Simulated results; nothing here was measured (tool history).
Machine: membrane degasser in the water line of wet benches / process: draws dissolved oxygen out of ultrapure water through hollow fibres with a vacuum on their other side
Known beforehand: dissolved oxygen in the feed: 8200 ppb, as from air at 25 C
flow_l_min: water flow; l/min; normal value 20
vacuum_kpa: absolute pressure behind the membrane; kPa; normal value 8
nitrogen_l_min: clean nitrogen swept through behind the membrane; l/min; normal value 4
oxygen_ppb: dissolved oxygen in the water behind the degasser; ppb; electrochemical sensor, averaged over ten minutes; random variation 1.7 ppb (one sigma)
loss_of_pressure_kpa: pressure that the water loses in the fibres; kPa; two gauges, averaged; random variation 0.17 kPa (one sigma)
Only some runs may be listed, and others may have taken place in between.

| run | hour | flow_l_min | vacuum_kpa | nitrogen_l_min | oxygen_ppb | loss_of_pressure_kpa |
|---|---|---|---|---|---|---|
| 1 | 0 | 20 | 8 | 4 | 167.8 | 26.25 |
| 2 | 40.5 | 20 | 8 | 4 | 168.9 | 26.06 |
| 3 | 73.3 | 20 | 8 | 4 | 170.3 | 26.13 |
| 4 | 104.5 | 20 | 8 | 4 | 167.6 | 26.39 |
| 5 | 137.8 | 15 | 8 | 4 | 82.9 | 19.69 |
| 6 | 178.3 | 15 | 8 | 4 | 81.3 | 19.74 |
|  | 193.3 | vacuum gauge calibrated |
| 7 | 200 | 18 | 8 | 4 | 131.2 | 23.22 |
| 8 | 237.7 | 18 | 8 | 4 | 130.2 | 23.7 |
| 9 | 257.3 | 18 | 8 | 4 | 130 | 23.63 |
| 10 | 278.5 | 18 | 8 | 4 | 130.7 | 23.73 |
| 11 | 311.9 | 20 | 8 | 2.36 | 205.2 | 26.08 |
| 12 | 357.6 | 14 | 7.89 | 10.61 | 44.8 | 18.51 |
| 13 | 376.9 | 14 | 7.89 | 11.16 | 44.7 | 18.26 |
| 14 | 418.8 | 14 | 7.89 | 11.16 | 43 | 18.23 |
| 15 | 462.8 | 14 | 7.89 | 11.16 | 44.4 | 18.24 |
| 16 | 491.7 | 26 | 17.71 | 2.75 | 539.4 | 34.25 |
| 17 | 536.8 | 17 | 17.05 | 4 | 204.7 | 22.54 |
| 18 | 564.5 | 15 | 4.88 | 1.65 | 75 | 19.96 |
| 19 | 603.3 | 17 | 8 | 5.96 | 96.1 | 22.22 |
| 20 | 650.5 | 19 | 9.65 | 5.96 | 144.4 | 24.74 |

What if the next run were any one of these 3? Each begins from the tool's condition after run 20:
| A | 671.5 | 20 | 10.03 | 10.74 | ? | ? |
| B | 671.5 | 30 | 8 | 4 | ? | ? |
| C | 671.5 | 19 | 9.65 | 7.5 | ? | ? |

| run | oxygen_ppb | loss_of_pressure_kpa |
|---|---|---|
| A | 141.3 | 26.53 |
| B | 425.9 | 39.59 |
| C | 135.4 | 24.98 |
Had the tool no hidden state, the same runs would have come out as:
| run | oxygen_ppb | loss_of_pressure_kpa |
|---|---|---|
| A | 141.2 | 26.53 |
| B | 425.5 | 39.58 |
| C | 135.2 | 24.97 |
